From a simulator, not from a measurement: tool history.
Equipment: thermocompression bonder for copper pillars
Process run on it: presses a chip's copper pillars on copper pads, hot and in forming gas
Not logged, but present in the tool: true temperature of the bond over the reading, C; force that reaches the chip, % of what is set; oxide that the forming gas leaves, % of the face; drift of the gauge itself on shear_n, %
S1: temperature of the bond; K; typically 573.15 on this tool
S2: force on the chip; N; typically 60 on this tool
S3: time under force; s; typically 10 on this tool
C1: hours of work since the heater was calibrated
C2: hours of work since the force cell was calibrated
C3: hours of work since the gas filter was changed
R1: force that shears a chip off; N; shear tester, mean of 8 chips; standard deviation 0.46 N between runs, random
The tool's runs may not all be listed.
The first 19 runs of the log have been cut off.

run   hour      S1  S2  S3   C1   C2   C3    R1
     183.4  -- heater calibrated with a thermocouple chip
 20  189.8  573.15  60  10    5  170   91  43.7
 21  198.2  573.15  60  10   11  176   97  42.8
 22  208.9  573.15  60  10   19  184  105  43.1
 23  222.3  573.15  60  10   29  194  115  43.2
 24  232.1  567.15  85  24   36  201  122  67.0
     235.8  -- heater calibrated with a thermocouple chip, once more
 25  242.9  565.15  85  24    5  208  129  67.8
 26  251.0  565.15  85  24   11  213  135  68.2
 27  260.6  586.15  73  19   18  221  142  69.8
 28  268.0  592.15  37  10   24  226  147  36.6
 29  278.3  571.15  38   8   31  234  155  26.4
 30  289.1  571.15  86   8   39  242  163  50.7
 31  297.1  594.15  60  10   45  247  169  53.3
 32  307.0  594.15  60   7   53  255  176  46.5
 33  313.2  594.15  60   7   57  259  181  46.6
 34  323.0  594.15  60   7   64  267  188  47.0
 35  333.3  594.15  60   7   72  274  196  47.0
 36  342.9  594.15  56  20   79  281  203  62.9
 37  352.0  594.15  56  20   86  288  209  63.5
 38  363.1  594.15  56  20   94  296  218  62.5
 39  372.5  553.15  65  13  101  303  224  38.9
 40  380.2  573.15  44  10  107  309  230  32.2
     392.5  -- forming gas filter changed
 41  392.5  544.15  40  20  115  318    0  28.6

Predict each of these 3 candidate next runs independently; none follows another, all start after run 41:
  A  401.4  577.15  57   9  122  324   7   ?
  B  401.4  561.15  39  10  122  324   7   ?
  C  401.4  550.15  41   6  122  324   7   ?

run    R1
  A  43.4
  B  26.2
  C  18.4
The same runs, with their run-to-run variation unchanged, on a tool lacking any hidden condition would have given:
run    R1
  A  43.4
  B  26.2
  C  18.4

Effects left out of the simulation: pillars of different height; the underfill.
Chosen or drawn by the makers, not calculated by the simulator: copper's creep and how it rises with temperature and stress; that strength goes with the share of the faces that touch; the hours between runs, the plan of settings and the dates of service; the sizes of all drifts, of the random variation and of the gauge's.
